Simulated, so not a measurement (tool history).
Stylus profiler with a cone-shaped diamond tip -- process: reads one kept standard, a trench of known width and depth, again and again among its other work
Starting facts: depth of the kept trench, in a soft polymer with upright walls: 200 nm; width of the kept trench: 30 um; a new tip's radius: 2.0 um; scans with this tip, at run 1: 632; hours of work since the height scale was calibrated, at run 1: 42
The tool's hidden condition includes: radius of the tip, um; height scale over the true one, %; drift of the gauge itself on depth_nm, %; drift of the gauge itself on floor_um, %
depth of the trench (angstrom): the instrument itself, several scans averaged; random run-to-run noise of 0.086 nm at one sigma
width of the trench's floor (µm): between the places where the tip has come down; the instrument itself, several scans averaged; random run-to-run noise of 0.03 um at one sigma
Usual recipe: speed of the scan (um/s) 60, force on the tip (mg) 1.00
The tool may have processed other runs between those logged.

run    hour  speed of the scan (um/s)  force on the tip (mg)  scans with this tip  hours of work since the height scale was calibrated  depth of the trench (angstrom)  width of the trench's floor (µm)
  1     0.0                        60                   1.00                  632                                                   42                          2010.7                             27.90
  2    21.7                        60                   1.00                  886                                                   59                          2011.6                             27.95
  3    52.3                        60                   1.00                 1244                                                   83                          2009.0                             27.93
  4    71.0                        60                   1.00                 1462                                                   98                          2012.6                             27.88
  5   111.1                        60                   0.51                 1931                                                  129                          2008.7                             27.83
  6   130.4                        60                   1.66                 2157                                                  144                          2015.7                             27.95
  7   164.6                        60                   0.91                 2557                                                  171                          2012.2                             27.89
  8   208.3                        60                   0.91                 3067                                                  205                          2011.3                             27.84
  9   236.7                        60                   1.00                 3399                                                  228                          2011.5                             27.87
 10   272.6                        29                   1.00                 3819                                                  256                          2012.0                             28.00
 11   292.7                        60                   1.00                 4054                                                  271                          2012.1                             27.82
 12   317.3                        31                   1.00                 4341                                                  291                          2013.5                             27.98
 13   335.4                        31                   1.00                 4553                                                  305                          2012.5                             27.98
 14   365.7                        31                   1.00                 4908                                                  329                          2012.7                             27.98
 15   408.1                        56                   1.00                 5403                                                  362                          2013.3                             27.85
 16   438.4                        56                   0.41                 5758                                                  386                          2009.0                             27.62
 17   474.7                        56                   0.41                 6182                                                  414                          2009.6                             27.65
 18   500.7                        60                   0.39                 6486                                                  434                          2009.2                             27.64
 19   533.4                        60                   0.39                 6868                                                  460                          2009.7                             27.61
 20   557.2                        60                   1.00                 7146                                                  479                          2014.4                             27.83
 21   582.9                        60                   1.00                 7447                                                  499                          2015.4                             27.77
 22   605.6                        60                   1.00                 7712                                                  516                          2014.8                             27.78
 23   637.2                        60                   1.00                 8081                                                  541                          2014.6                             27.75
 24   677.5                        77                   1.00                 8552                                                  573                          2015.6                             27.70
 25   695.8                        77                   1.00                 8766                                                  587                          2014.6                             27.65
 26   723.6                        48                   2.01                 9092                                                  609                          2020.7                             27.92
 27   762.2                       118                   0.34                 9543                                                  639                          2011.1                             26.97
 28   784.4                       118                   0.34                 9803                                                  656                          2010.8                             26.90
 29   811.5                       203                   0.79                10119                                                  678                          2016.2                             26.79
 30   843.5                       178                   1.11                10493                                                  703                          2017.5                             27.09
 31   888.5                       178                   1.11                11020                                                  738                          2017.2                             27.07
 32   932.2                       178                   1.11                11531                                                  772                          2018.3                             27.06
 33   973.6                       178                   1.11                12015                                                  805                          2018.9                             27.01
 34   997.6                        28                   0.48                12295                                                  823                          2012.9                             27.75
 35  1024.9                       128                   0.48                12614                                                  845                          2015.3                             26.98
 36  1052.8                       128                   0.48                12940                                                  867                          2014.5                             26.99
 37  1087.8                        60                   0.63                13349                                                  894                          2015.4                             27.56
 38  1105.8                        60                   0.63                13560                                                  908                          2016.5                             27.59
 39  1128.2                        60                   0.63                13821                                                  926                          2016.7                             27.54
 40  1169.6                        67                   1.05                14305                                                  958                          2019.5                             27.59
 41  1202.0                        91                   0.66                14684                                                  983                          2016.6                             27.35
 42  1235.6                       224                   1.63                15077                                                 1010                          2023.8                             26.99
 43  1268.5                       224                   1.63                15462                                                 1035                          2022.1                             26.95
 44  1303.5                       133                   1.04                15871                                                 1063                          2018.9                             27.24
 45  1341.5                        60                   0.51                16315                                                 1093                          2015.7                             27.44
 46  1379.1                       230                   0.65                16754                                                 1122                          2016.7                             26.33
 47  1400.0                        39                   0.79                16999                                                 1138                          2018.2                             27.66

Hidden state or all else? Some run-to-run changes of depth of the trench (angstrom), split into what the settings, what came in and random variation would give without the hidden state, and what is left for the hidden state (with any gauge scatter that isn't in both results):
Run 4 -> 5: force on the tip (mg) 1.00 -> 0.51. depth of the trench (angstrom) -3.9: hidden state +0.3, all else -4.2.
Run 5 -> 6: force on the tip (mg) 0.51 -> 1.66. depth of the trench (angstrom) +7.0: hidden state +0.1, all else +6.9.
Run 7 -> 8: settings left as they were, no log entry in between. depth of the trench (angstrom) -0.9: hidden state +0.3, all else -1.2.
Run 13 -> 14: settings left as they were, no log entry in between. depth of the trench (angstrom) +0.2: hidden state +0.3, all else -0.1.
Run 26 -> 27: speed of the scan (um/s) 48 -> 118, force on the tip (mg) 2.01 -> 0.34. depth of the trench (angstrom) -9.6: hidden state +0.2, all else -9.8.
Run 41 -> 42: speed of the scan (um/s) 91 -> 224, force on the tip (mg) 0.66 -> 1.63. depth of the trench (angstrom) +7.2: hidden state +0.3, all else +6.9.
